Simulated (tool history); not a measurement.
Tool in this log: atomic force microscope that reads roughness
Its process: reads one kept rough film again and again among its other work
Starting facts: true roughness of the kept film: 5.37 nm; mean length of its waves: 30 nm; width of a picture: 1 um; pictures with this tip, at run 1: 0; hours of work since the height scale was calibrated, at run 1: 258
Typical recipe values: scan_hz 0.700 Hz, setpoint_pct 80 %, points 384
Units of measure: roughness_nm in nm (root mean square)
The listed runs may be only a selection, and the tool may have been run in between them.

run    hour  scan_hz  setpoint_pct  points  pictures with this tip  hours of work since the height scale was calibrated  roughness_nm
  1     0.0    0.700            80     384                       0                                                  258         4.591
  2    34.8    0.700            80     384                      49                                                  284         4.558
       52.3  -- new tip fitted
  3    92.6    0.700            80     384                      57                                                  326         4.572
      104.6  -- new tip fitted
  4   148.6    0.700            80     384                      62                                                  368         4.609
      157.1  -- new tip fitted
  5   184.4    0.700            80     365                      38                                                  394         4.594
      211.6  -- new tip fitted
      268.1  -- new tip fitted
  6   268.5    0.700            80     384                       1                                                  457         4.576
  7   315.4    0.700            80     384                      67                                                  492         4.585
      319.5  -- new tip fitted
      377.2  -- new tip fitted
  8   396.2    0.700            80     384                      27                                                  551         4.586
      431.2  -- new tip fitted
  9   441.4    0.700            80     384                      14                                                  585         4.583
      483.9  -- new tip fitted
 10   505.9    0.700            72     384                      31                                                  633         4.643
      539.0  -- new tip fitted
      590.7  -- new tip fitted
 11   590.7    3.202            85     266                       0                                                  696         3.889
      642.6  -- new tip fitted
 12   656.5    0.700            80     448                      20                                                  744         4.606
      699.2  -- new tip fitted
 13   738.6    0.738            85     956                      55                                                  806         4.595
      754.9  -- new tip fitted
      810.7  -- new tip fitted
 14   824.3    1.155            83     541                      19                                                  869         4.428
      865.7  -- new tip fitted
 15   888.1    1.093            74     306                      31                                                  916         4.543
      918.5  -- new tip fitted
 16   962.0    0.620            75     727                      61                                                  971         4.673
      971.5  -- new tip fitted
     1024.3  -- new tip fitted
 17  1028.6    0.620            75     727                       6                                                 1020         4.667

Hidden state at the last listed run before each entry between runs and at the first one after, where it differs:
Runs 2 to 3: new tip fitted (hour 52.3)
  both runs share identical hidden conditions
Runs 3 to 4: new tip fitted (hour 104.6)
  both runs share identical hidden conditions
Runs 4 to 5: new tip fitted (hour 157.1)
  both runs share identical hidden conditions
Runs 5 to 6: new tip fitted (hour 211.6); new tip fitted (hour 268.1)
  radius of the tip, nm: 5.1 -> 5
Runs 7 to 8: new tip fitted (hour 319.5); new tip fitted (hour 377.2)
  both runs share identical hidden conditions
Runs 8 to 9: new tip fitted (hour 431.2)
  radius of the tip, nm: 5.1 -> 5
Runs 9 to 10: new tip fitted (hour 483.9)
  radius of the tip, nm: 5 -> 5.1
Runs 10 to 11: new tip fitted (hour 539.0); new tip fitted (hour 590.7)
  radius of the tip, nm: 5.1 -> 5
Runs 11 to 12: new tip fitted (hour 642.6)
  both runs share identical hidden conditions
Runs 12 to 13: new tip fitted (hour 699.2)
  radius of the tip, nm: 5 -> 5.1
Runs 13 to 14: new tip fitted (hour 754.9); new tip fitted (hour 810.7)
  radius of the tip, nm: 5.1 -> 5
Runs 14 to 15: new tip fitted (hour 865.7)
  radius of the tip, nm: 5 -> 5.1
Runs 15 to 16: new tip fitted (hour 918.5)
  both runs share identical hidden conditions
Runs 16 to 17: new tip fitted (hour 971.5); new tip fitted (hour 1024.3)
  radius of the tip, nm: 5.1 -> 5
